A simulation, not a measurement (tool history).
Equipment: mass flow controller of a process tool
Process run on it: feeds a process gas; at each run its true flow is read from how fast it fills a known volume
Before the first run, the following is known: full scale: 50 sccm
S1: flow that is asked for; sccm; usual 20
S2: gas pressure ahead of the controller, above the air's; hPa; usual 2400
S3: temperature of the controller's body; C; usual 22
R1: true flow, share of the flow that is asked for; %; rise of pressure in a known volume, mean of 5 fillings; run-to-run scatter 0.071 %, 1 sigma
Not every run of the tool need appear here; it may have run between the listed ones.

run    hour  S1    S2  S3      R1
  1     0.0  20  2400  22  100.03
  2   100.0  23  2400  22  100.13
  3   190.2  20  2400  22  100.27
  4   288.2  20  2400  22  100.17
  5   402.4  20  2400  22  100.16
  6   539.1  20  2400  22  100.42
  7   695.1  20  2400  22  100.43
  8   840.7  20  1910  22  100.26
  9   915.1  20  1910  22  100.17
 10  1042.1  20  2020  20  100.26
 11  1132.4  40  2400  31  101.14
     1139.4  -- controller's zero set anew
 12  1269.1  40  1860  31  101.01
 13  1380.6  13  1890  22  100.79
 14  1467.6   6  1890  32  102.41
     1492.1  -- controller's zero set anew, once more
 15  1532.9   6  1890  32  100.40
 16  1657.3  31  1480  36  100.73
 17  1726.0  31  1480  36  100.75

Below, some changes in R1 between adjacent runs. For each, the amount present without the hidden state too (settings, incoming material, random variation) and the amount remaining for the hidden state with gauge scatter not shared by both compared results:
The hidden state here: flow at rest that the sensor doesn't see, % of full scale; true flow over the shown one, %; drift of the gauge itself on true_pct, %.
Run 14 -> 15: controller's zero set anew, once more. R1 -2.01 %: hidden state -2.00, all else -0.01.
